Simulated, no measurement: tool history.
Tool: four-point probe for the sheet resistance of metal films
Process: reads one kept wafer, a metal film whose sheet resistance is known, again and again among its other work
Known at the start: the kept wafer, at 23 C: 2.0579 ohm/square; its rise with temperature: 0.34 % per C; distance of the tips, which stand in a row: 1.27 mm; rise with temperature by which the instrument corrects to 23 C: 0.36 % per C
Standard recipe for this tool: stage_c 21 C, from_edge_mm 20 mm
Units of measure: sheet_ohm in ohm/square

run   hour  stage_c  from_edge_mm  sheet_ohm
  1      0       21            20   2.070276
  2   39.4       21            20   2.069445
  3   83.9       21            20   2.070609
  4  133.9       21            20   2.070447
  5  182.5       21            20   2.070673
  6  219.9       21            20   2.071376
  7  271.4       18            42   2.070015
  8  308.9       31             8   2.091667
  9  360.2       31             8   2.091077
 10  398.2       31             8    2.09165
 11  448.5       35             3   2.242609
 12  500.1       35             3   2.242377

Consider 5 possible next runs. They are alternatives, not a sequence: every one starts from the tool as it was left by run 12. What does each give?
  A   541       28             9          ?
  B   541       29            59          ?
  C   541       30            67          ?
  D   541       24            21          ?
  E   541       27            67          ?

run  sheet_ohm
  A   2.087894
  B   2.065979
  C    2.06567
  D   2.071576
  E   2.066033
Had the tool no hidden state, the same runs would have come out as:
run  sheet_ohm
  A   2.077942
  B   2.056117
  C   2.055804
  D   2.061716
  E   2.056181
